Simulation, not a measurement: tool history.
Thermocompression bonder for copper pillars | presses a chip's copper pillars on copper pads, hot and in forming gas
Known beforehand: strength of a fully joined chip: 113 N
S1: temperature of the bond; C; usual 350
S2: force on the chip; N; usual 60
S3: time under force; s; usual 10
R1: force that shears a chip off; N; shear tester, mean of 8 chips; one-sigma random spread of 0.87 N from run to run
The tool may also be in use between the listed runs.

run 1 day=0.000 | S1=350 S2=60 S3=10 | R1=62.6
-- day=1.475 forming gas filter changed
run 2 day=1.638 | S1=350 S2=60 S3=10 | R1=71.2
run 3 day=2.750 | S1=350 S2=60 S3=10 | R1=69.7
run 4 day=4.546 | S1=350 S2=60 S3=10 | R1=67.6
run 5 day=6.112 | S1=350 S2=60 S3=10 | R1=68.5
run 6 day=8.100 | S1=350 S2=81 S3=10 | R1=74.9
run 7 day=9.354 | S1=350 S2=81 S3=10 | R1=73.4
run 8 day=10.262 | S1=350 S2=52 S3=10 | R1=62.8
run 9 day=11.238 | S1=350 S2=52 S3=10 | R1=61.9
run 10 day=12.604 | S1=350 S2=52 S3=10 | R1=62.8
run 11 day=14.342 | S1=350 S2=60 S3=10 | R1=65.5
run 12 day=15.308 | S1=350 S2=60 S3=10 | R1=63.7
run 13 day=17.200 | S1=350 S2=60 S3=10 | R1=64.0
run 14 day=18.358 | S1=350 S2=60 S3=10 | R1=62.5
run 15 day=19.779 | S1=350 S2=60 S3=10 | R1=62.7
run 16 day=21.738 | S1=363 S2=60 S3=10 | R1=68.1
run 17 day=23.212 | S1=363 S2=60 S3=10 | R1=66.1
-- day=24.062 force cell calibrated
run 18 day=24.262 | S1=363 S2=60 S3=10 | R1=70.0
run 19 day=25.879 | S1=355 S2=60 S3=10 | R1=63.9
run 20 day=27.883 | S1=355 S2=60 S3=10 | R1=63.3
-- day=28.175 forming gas filter changed
run 21 day=29.575 | S1=378 S2=66 S3=21 | R1=95.9
run 22 day=31.000 | S1=321 S2=56 S3=23 | R1=69.3
run 23 day=32.775 | S1=341 S2=64 S3=23 | R1=82.4
run 24 day=34.521 | S1=350 S2=63 S3=28 | R1=87.7
run 25 day=35.433 | S1=350 S2=63 S3=28 | R1=87.2
run 26 day=36.783 | S1=350 S2=63 S3=28 | R1=88.0
run 27 day=37.617 | S1=350 S2=63 S3=28 | R1=85.8
run 28 day=38.467 | S1=320 S2=37 S3=11 | R1=41.4
run 29 day=40.154 | S1=320 S2=37 S3=11 | R1=41.6
run 30 day=41.842 | S1=375 S2=57 S3=20 | R1=87.8
run 31 day=43.446 | S1=363 S2=37 S3=10 | R1=58.2
run 32 day=45.233 | S1=363 S2=37 S3=17 | R1=67.7
run 33 day=46.171 | S1=365 S2=85 S3=17 | R1=87.5
run 34 day=48.050 | S1=379 S2=60 S3=28 | R1=89.8
run 35 day=49.142 | S1=350 S2=60 S3=9 | R1=58.6
run 36 day=50.346 | S1=350 S2=60 S3=9 | R1=58.9
-- day=50.738 heater calibrated with a thermocouple chip
run 37 day=52.000 | S1=337 S2=73 S3=25 | R1=78.6
run 38 day=53.633 | S1=337 S2=73 S3=5 | R1=49.1
run 39 day=54.642 | S1=350 S2=46 S3=14 | R1=62.3
-- day=54.879 forming gas filter changed
run 40 day=55.742 | S1=371 S2=45 S3=10 | R1=73.2

How would selected steps in R1 from run to run divide? Give the signed amount a tool lacking its hidden state would still show from settings, what came in and random variation, and the signed amount left for the hidden state, including any gauge scatter that is not in both of the compared results.
Hidden conditions of the tool in this case: true temperature of the bond over the reading, C; force that reaches the chip, % of what is set; oxide that the forming gas leaves, % of the face; drift of the gauge itself on shear_n, %.
Run 1 -> 2: forming gas filter changed. R1 +8.6 N: hidden state +7.9, all else +0.7.
Run 20 -> 21: S1 355 -> 378, S2 60 -> 66, S3 10 -> 21, forming gas filter changed. R1 +32.6 N: hidden state +8.3, all else +24.3.
Run 27 -> 28: S1 350 -> 320, S2 63 -> 37, S3 28 -> 11. R1 -44.4 N: hidden state +1.5, all else -45.9.
Run 29 -> 30: S1 320 -> 375, S2 37 -> 57, S3 11 -> 20. R1 +46.2 N: hidden state -3.1, all else +49.3.
Run 39 -> 40: S1 350 -> 371, S2 46 -> 45, S3 14 -> 10, forming gas filter changed. R1 +10.9 N: hidden state +7.5, all else +3.4.

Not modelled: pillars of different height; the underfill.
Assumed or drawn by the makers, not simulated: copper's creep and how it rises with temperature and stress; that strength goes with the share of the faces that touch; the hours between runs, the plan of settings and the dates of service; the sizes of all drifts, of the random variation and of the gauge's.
